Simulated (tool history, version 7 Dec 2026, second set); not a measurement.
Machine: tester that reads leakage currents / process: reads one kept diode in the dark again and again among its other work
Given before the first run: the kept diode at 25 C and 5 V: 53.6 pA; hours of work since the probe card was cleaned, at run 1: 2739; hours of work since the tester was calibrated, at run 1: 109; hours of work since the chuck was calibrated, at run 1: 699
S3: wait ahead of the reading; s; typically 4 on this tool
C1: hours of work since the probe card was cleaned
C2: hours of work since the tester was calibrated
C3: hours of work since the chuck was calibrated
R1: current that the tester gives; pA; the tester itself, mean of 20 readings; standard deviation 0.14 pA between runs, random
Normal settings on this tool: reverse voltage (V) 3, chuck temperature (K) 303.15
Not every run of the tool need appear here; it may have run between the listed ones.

Run 1, day 0: usual settings; C1 2739; C2 109; C3 699. Result: R1 64.94 pA.
Run 2, day 1.554: usual settings but S3 7.89 s; C1 2757; C2 128; C3 717. Result: R1 64.53 pA.
Run 3, day 3.829: usual settings but reverse voltage (V) 7.33; C1 2784; C2 155; C3 744. Result: R1 107.31 pA.
Run 4, day 6.471: usual settings but reverse voltage (V) 7.33; C1 2816; C2 187; C3 776. Result: R1 107.22 pA.
Run 5, day 7.683: usual settings but reverse voltage (V) 7.33; C1 2830; C2 201; C3 790. Result: R1 107.06 pA.
Run 6, day 10.262: usual settings but reverse voltage (V) 7.33; C1 2861; C2 232; C3 821. Result: R1 107.04 pA.
Run 7, day 12.454: usual settings but reverse voltage (V) 7.33; C1 2887; C2 258; C3 847. Result: R1 106.38 pA.
Run 8, day 14.95: usual settings but reverse voltage (V) 7.33; C1 2917; C2 288; C3 877. Result: R1 106.88 pA.
Run 9, day 17.35: usual settings but reverse voltage (V) 11.05; C1 2946; C2 316; C3 906. Result: R1 135.09 pA.
Run 10, day 18.571: usual settings but reverse voltage (V) 11.05; C1 2960; C2 331; C3 920. Result: R1 135.14 pA.
Run 11, day 20.021: usual settings; C1 2978; C2 348; C3 938. Result: R1 63.91 pA.
Run 12, day 22.383: usual settings; C1 3006; C2 376; C3 966. Result: R1 64.51 pA.
Run 13, day 24.862: usual settings; C1 3035; C2 406; C3 995. Result: R1 64.18 pA.
Run 14, day 27.021: usual settings; C1 3061; C2 432; C3 1021. Result: R1 64.16 pA.
At day 27.362: chuck's temperature calibrated.
Run 15, day 29.65: usual settings but chuck temperature (K) 319.15; C1 3091; C2 462; C3 27. Result: R1 252.87 pA.
Run 16, day 31.358: usual settings but chuck temperature (K) 319.15; C1 3112; C2 482; C3 48. Result: R1 253.44 pA.
Run 17, day 32.742: usual settings but reverse voltage (V) 4.98; C1 3128; C2 499; C3 64. Result: R1 87.46 pA.
At day 33.608: probe card cleaned and baked.
Run 18, day 34.154: usual settings but reverse voltage (V) 4.98; C1 7; C2 514; C3 80. Result: R1 84.12 pA.
Run 19, day 35.538: usual settings but reverse voltage (V) 4.98; C1 23; C2 531; C3 96. Result: R1 84.27 pA.
Run 20, day 36.683: usual settings but reverse voltage (V) 4.82; C1 37; C2 544; C3 110. Result: R1 82.64 pA.
Run 21, day 38.117: usual settings but reverse voltage (V) 4.82; C1 54; C2 562; C3 127. Result: R1 82.49 pA.
Run 22, day 40.138: usual settings but reverse voltage (V) 4.82; C1 78; C2 586; C3 151. Result: R1 82.71 pA.
Run 23, day 41.367: usual settings but reverse voltage (V) 1.15, chuck temperature (K) 313.15, S3 9.09 s; C1 93; C2 600; C3 166. Result: R1 90.06 pA.
Run 24, day 43.646: usual settings but reverse voltage (V) 3.1, S3 1.57 s; C1 120; C2 627; C3 193. Result: R1 64.7 pA.
Run 25, day 45.95: usual settings but reverse voltage (V) 1.45, chuck temperature (K) 299.15; C1 147; C2 655; C3 220. Result: R1 29.54 pA.
Run 26, day 47.733: usual settings but reverse voltage (V) 5.1, chuck temperature (K) 294.15, S3 6.25 s; C1 168; C2 676; C3 241. Result: R1 36.9 pA.
Run 27, day 50.038: usual settings but reverse voltage (V) 1.1, chuck temperature (K) 310.15, S3 5.71 s; C1 196; C2 704; C3 269. Result: R1 67.61 pA.
Run 28, day 52.083: usual settings but reverse voltage (V) 1.1, chuck temperature (K) 310.15, S3 5.71 s; C1 220; C2 728; C3 293. Result: R1 67.75 pA.
Run 29, day 54.221: usual settings but reverse voltage (V) 9.43, S3 3.75 s; C1 246; C2 754; C3 319. Result: R1 118.68 pA.
Run 30, day 55.971: usual settings but reverse voltage (V) 9.43, S3 3.75 s; C1 267; C2 774; C3 340. Result: R1 118.12 pA.
Run 31, day 58.575: usual settings but chuck temperature (K) 317.15, S3 1.37 s; C1 298; C2 806; C3 371. Result: R1 210.51 pA.
Run 32, day 60.683: usual settings but chuck temperature (K) 317.15, S3 1.37 s; C1 323; C2 831; C3 396. Result: R1 210.48 pA.
Run 33, day 63.471: usual settings but S3 0.37 s; C1 356; C2 864; C3 429. Result: R1 64.43 pA.
Run 34, day 65.808: usual settings but S3 0.37 s; C1 384; C2 892; C3 457. Result: R1 64.83 pA.
Run 35, day 68.65: usual settings but reverse voltage (V) 3.15, chuck temperature (K) 302.15, S3 0.31 s; C1 418; C2 926; C3 491. Result: R1 61.45 pA.
Run 36, day 71.5: usual settings but reverse voltage (V) 15.14, chuck temperature (K) 300.15; C1 452; C2 960; C3 525. Result: R1 116.96 pA.
Run 37, day 73.283: usual settings but reverse voltage (V) 2.23, chuck temperature (K) 295.15; C1 473; C2 981; C3 546. Result: R1 25.39 pA.
Run 38, day 74.958: usual settings but reverse voltage (V) 2.23, chuck temperature (K) 295.15, S3 4.59 s; C1 493; C2 1001; C3 566. Result: R1 25.44 pA.
Run 39, day 77.433: usual settings but reverse voltage (V) 9.47, chuck temperature (K) 326.15, S3 0.79 s; C1 523; C2 1030; C3 596. Result: R1 806.91 pA.
Run 40, day 80.058: usual settings but reverse voltage (V) 9.47, chuck temperature (K) 295.15, S3 0.79 s; C1 554; C2 1062; C3 627. Result: R1 59.73 pA.

What differs in the tool's unlogged condition from the final listed run ahead of each entry between runs to the first listed run following it?
Runs 14 to 15: chuck's temperature calibrated (day 27.362)
  stray current of the dirty probe card, pA a volt: 0.714 -> 0.721; current scale over the true one, %: 0.16 -> 0.17; true chuck temperature over the reading, C: -0.45 -> -0.13
  measured minus no-state result, R1: -0.36 -> -0.05 pA
Runs 17 to 18: probe card cleaned and baked (day 33.608)
  stray current of the dirty probe card, pA a volt: 0.729 -> 0.028; current scale over the true one, %: 0.18 -> 0.19; true chuck temperature over the reading, C: -0.15 -> -0.16
  measured minus no-state result, R1: +2.56 -> -1 pA
